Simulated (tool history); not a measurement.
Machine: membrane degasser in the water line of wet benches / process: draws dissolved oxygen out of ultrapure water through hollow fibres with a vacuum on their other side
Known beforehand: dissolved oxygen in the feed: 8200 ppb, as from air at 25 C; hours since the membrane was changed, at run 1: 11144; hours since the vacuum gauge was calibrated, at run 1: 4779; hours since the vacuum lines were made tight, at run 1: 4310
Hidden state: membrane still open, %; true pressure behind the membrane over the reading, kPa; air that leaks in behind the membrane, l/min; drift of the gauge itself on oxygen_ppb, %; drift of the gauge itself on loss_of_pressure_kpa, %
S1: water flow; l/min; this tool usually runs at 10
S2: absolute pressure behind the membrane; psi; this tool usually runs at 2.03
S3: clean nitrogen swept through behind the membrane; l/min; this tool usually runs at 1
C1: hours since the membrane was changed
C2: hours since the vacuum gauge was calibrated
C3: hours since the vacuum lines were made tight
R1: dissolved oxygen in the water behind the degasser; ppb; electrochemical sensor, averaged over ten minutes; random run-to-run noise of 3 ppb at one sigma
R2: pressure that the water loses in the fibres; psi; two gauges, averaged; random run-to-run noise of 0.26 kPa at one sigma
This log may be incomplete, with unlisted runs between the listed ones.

run 1 hour=0 | S1=10 S2=2.03 S3=1 | C1=11144 C2=4779 C3=4310 | R1=357.2 R2=10.002
-- hour=97.2 vacuum gauge calibrated
run 2 hour=287.4 | S1=10 S2=2.03 S3=1 | C1=11431 C2=190 C3=4597 | R1=351.4 R2=10.045
run 3 hour=608.9 | S1=10 S2=2.03 S3=1 | C1=11753 C2=512 C3=4918 | R1=357.7 R2=10.034
-- hour=695.1 seals of the vacuum lines changed
run 4 hour=831.7 | S1=10 S2=2.03 S3=1 | C1=11974 C2=732 C3=137 | R1=349.4 R2=10.042
run 5 hour=1018.6 | S1=10 S2=2.03 S3=1 | C1=12160 C2=919 C3=323 | R1=352.7 R2=10.045
run 6 hour=1264.8 | S1=10 S2=2.03 S3=1 | C1=12407 C2=1166 C3=570 | R1=353.9 R2=9.986
run 7 hour=1590.5 | S1=10 S2=2.03 S3=1 | C1=12732 C2=1491 C3=895 | R1=348 R2=9.929
run 8 hour=1881.5 | S1=10 S2=2.03 S3=1 | C1=13023 C2=1782 C3=1186 | R1=352.2 R2=9.984
run 9 hour=2201.7 | S1=10 S2=2.87 S3=1 | C1=13344 C2=2102 C3=1507 | R1=475.7 R2=9.986
run 10 hour=2404.9 | S1=10 S2=2.03 S3=1 | C1=13547 C2=2306 C3=1710 | R1=354.6 R2=9.932
run 11 hour=2660.7 | S1=10 S2=2.03 S3=1 | C1=13803 C2=2561 C3=1966 | R1=355.3 R2=9.909
run 12 hour=3015.6 | S1=10 S2=2.03 S3=0.74 | C1=14157 C2=2916 C3=2320 | R1=424.8 R2=9.932
run 13 hour=3302.6 | S1=10 S2=3.36 S3=1 | C1=14445 C2=3203 C3=2608 | R1=552.4 R2=10.003
-- hour=3406.8 membrane cartridge changed
run 14 hour=3594.6 | S1=10 S2=3.36 S3=1 | C1=188 C2=3491 C3=2896 | R1=545.9 R2=9.905
run 15 hour=3958.2 | S1=10 S2=3.36 S3=1 | C1=551 C2=3855 C3=3259 | R1=548.2 R2=9.832
run 16 hour=4122.7 | S1=10 S2=3.36 S3=1 | C1=716 C2=4020 C3=3424 | R1=547.4 R2=9.864
run 17 hour=4443.4 | S1=15 S2=1.78 S3=1 | C1=1037 C2=4340 C3=3744 | R1=492.7 R2=14.917
run 18 hour=4673.2 | S1=15 S2=1.78 S3=1 | C1=1266 C2=4570 C3=3974 | R1=489.2 R2=14.834
run 19 hour=4940.9 | S1=7 S2=1.78 S3=1 | C1=1534 C2=4838 C3=4242 | R1=206.8 R2=6.924
-- hour=4989.6 vacuum gauge calibrated
run 20 hour=5190.9 | S1=15 S2=1.31 S3=0.41 | C1=1784 C2=201 C3=4491 | R1=597.2 R2=14.734
run 21 hour=5534.6 | S1=13 S2=2.03 S3=0.76 | C1=2127 C2=545 C3=4835 | R1=558.7 R2=12.837
run 22 hour=5684.9 | S1=10 S2=2.26 S3=0.43 | C1=2278 C2=695 C3=4985 | R1=683.7 R2=9.877
-- hour=5720.2 seals of the vacuum lines changed
run 23 hour=6019.7 | S1=9 S2=2.03 S3=1 | C1=2610 C2=1028 C3=299 | R1=311.7 R2=8.847
run 24 hour=6253.8 | S1=13 S2=2.03 S3=1 | C1=2845 C2=1262 C3=534 | R1=461.9 R2=12.705
run 25 hour=6506.6 | S1=10 S2=2.03 S3=1 | C1=3097 C2=1515 C3=786 | R1=350.9 R2=9.828

Forecast each of these 3 alternatives for the next run:
run A hour=6678.8 | S1=8 S2=1.97 S3=1.03 | C1=3270 C2=1687 C3=959 | R1=? R2=?
run B hour=6678.8 | S1=8 S2=2.16 S3=1 | C1=3270 C2=1687 C3=959 | R1=? R2=?
run C hour=6678.8 | S1=13 S2=2.03 S3=1.01 | C1=3270 C2=1687 C3=959 | R1=? R2=?

run=A R1=261.3 R2=7.831
run=B R1=288.6 R2=7.852
run=C R1=465.8 R2=12.759
Stripped of hidden state, with their random variation kept, the same runs would have yielded:
run=A R1=261 R2=7.983
run=B R1=288.3 R2=8.005
run=C R1=465.3 R2=13.007
